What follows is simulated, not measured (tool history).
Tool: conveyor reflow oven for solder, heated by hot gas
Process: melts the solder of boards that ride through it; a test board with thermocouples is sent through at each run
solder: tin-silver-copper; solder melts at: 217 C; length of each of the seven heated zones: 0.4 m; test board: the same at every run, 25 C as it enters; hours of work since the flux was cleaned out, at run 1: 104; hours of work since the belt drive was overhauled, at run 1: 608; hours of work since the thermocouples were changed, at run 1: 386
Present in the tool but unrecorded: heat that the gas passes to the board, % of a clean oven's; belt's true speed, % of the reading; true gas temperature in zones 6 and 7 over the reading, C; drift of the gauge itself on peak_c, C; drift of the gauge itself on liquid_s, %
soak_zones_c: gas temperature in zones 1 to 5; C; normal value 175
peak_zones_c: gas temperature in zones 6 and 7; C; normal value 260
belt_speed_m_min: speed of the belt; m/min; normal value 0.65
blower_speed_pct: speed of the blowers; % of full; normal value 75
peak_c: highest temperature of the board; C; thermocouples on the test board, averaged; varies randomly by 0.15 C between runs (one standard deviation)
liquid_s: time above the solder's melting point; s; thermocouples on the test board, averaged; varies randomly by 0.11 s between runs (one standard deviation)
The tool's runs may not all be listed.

| run | hour | soak_zones_c | peak_zones_c | belt_speed_m_min | blower_speed_pct | hours of work since the flux was cleaned out | hours of work since the belt drive was overhauled | hours of work since the thermocouples were changed | peak_c | liquid_s |
|---|---|---|---|---|---|---|---|---|---|---|
| 1 | 0 | 175 | 260 | 0.65 | 75 | 104 | 608 | 386 | 245.1 | 50.4 |
| 2 | 13.4 | 168 | 260 | 0.65 | 75 | 114 | 617 | 396 | 243.8 | 46.8 |
| 3 | 22.7 | 168 | 260 | 0.65 | 75 | 120 | 623 | 402 | 243.6 | 46.6 |
| 4 | 28.5 | 168 | 260 | 0.65 | 75 | 124 | 627 | 406 | 244.1 | 46.8 |
| 5 | 38.7 | 162 | 260 | 0.65 | 75 | 131 | 634 | 413 | 242.7 | 43.9 |
| 6 | 49.3 | 175 | 260 | 0.65 | 80 | 138 | 642 | 420 | 246.7 | 51.5 |
| 7 | 61.9 | 175 | 260 | 0.65 | 80 | 147 | 650 | 429 | 246.2 | 51.5 |
| 8 | 72.2 | 175 | 260 | 0.718 | 75 | 154 | 657 | 436 | 242.2 | 42 |
| 9 | 79.4 | 175 | 260 | 0.718 | 75 | 159 | 662 | 441 | 241.9 | 41.7 |
| 10 | 86.7 | 175 | 260 | 0.65 | 75 | 164 | 667 | 446 | 245.3 | 50.2 |
| 11 | 93.2 | 163 | 272 | 0.607 | 88 | 169 | 672 | 451 | 258.6 | 60.8 |
| 12 | 104.4 | 171 | 259 | 0.562 | 70 | 176 | 680 | 458 | 246.6 | 59.3 |
| 13 | 113.3 | 173 | 259 | 0.611 | 57 | 182 | 686 | 464 | 241.5 | 48.1 |
|  | 127.1 | flux residue cleaned out of gas plates and filters |
| 14 | 127.6 | 189 | 259 | 0.611 | 88 | 0 | 692 | 471 | 250.3 | 65.1 |
| 15 | 134.2 | 167 | 271 | 0.722 | 55 | 5 | 697 | 475 | 242.5 | 37.8 |
| 16 | 148.6 | 189 | 271 | 0.632 | 55 | 15 | 707 | 485 | 253.1 | 62.3 |
| 17 | 157 | 163 | 251 | 0.65 | 53 | 21 | 712 | 491 | 229 | 25.4 |
| 18 | 164.9 | 163 | 251 | 0.65 | 53 | 26 | 718 | 497 | 229.2 | 25.6 |
| 19 | 176.2 | 172 | 265 | 0.661 | 53 | 34 | 726 | 504 | 241.9 | 43.2 |

Branching from run 19: 3 alternative next runs. What would each branch give?
| A | 183.9 | 183 | 274 | 0.661 | 62 | 39 | 731 | 510 | ? | ? |
| B | 183.9 | 169 | 265 | 0.703 | 64 | 39 | 731 | 510 | ? | ? |
| C | 183.9 | 177 | 255 | 0.661 | 79 | 39 | 731 | 510 | ? | ? |

| run | peak_c | liquid_s |
|---|---|---|
| A | 254.9 | 58.6 |
| B | 243 | 40.7 |
| C | 241.7 | 47.4 |
Without the tool's unlogged condition, the same runs would have read:
| run | peak_c | liquid_s |
|---|---|---|
| A | 254.9 | 58.5 |
| B | 243 | 40.7 |
| C | 241.7 | 47.4 |

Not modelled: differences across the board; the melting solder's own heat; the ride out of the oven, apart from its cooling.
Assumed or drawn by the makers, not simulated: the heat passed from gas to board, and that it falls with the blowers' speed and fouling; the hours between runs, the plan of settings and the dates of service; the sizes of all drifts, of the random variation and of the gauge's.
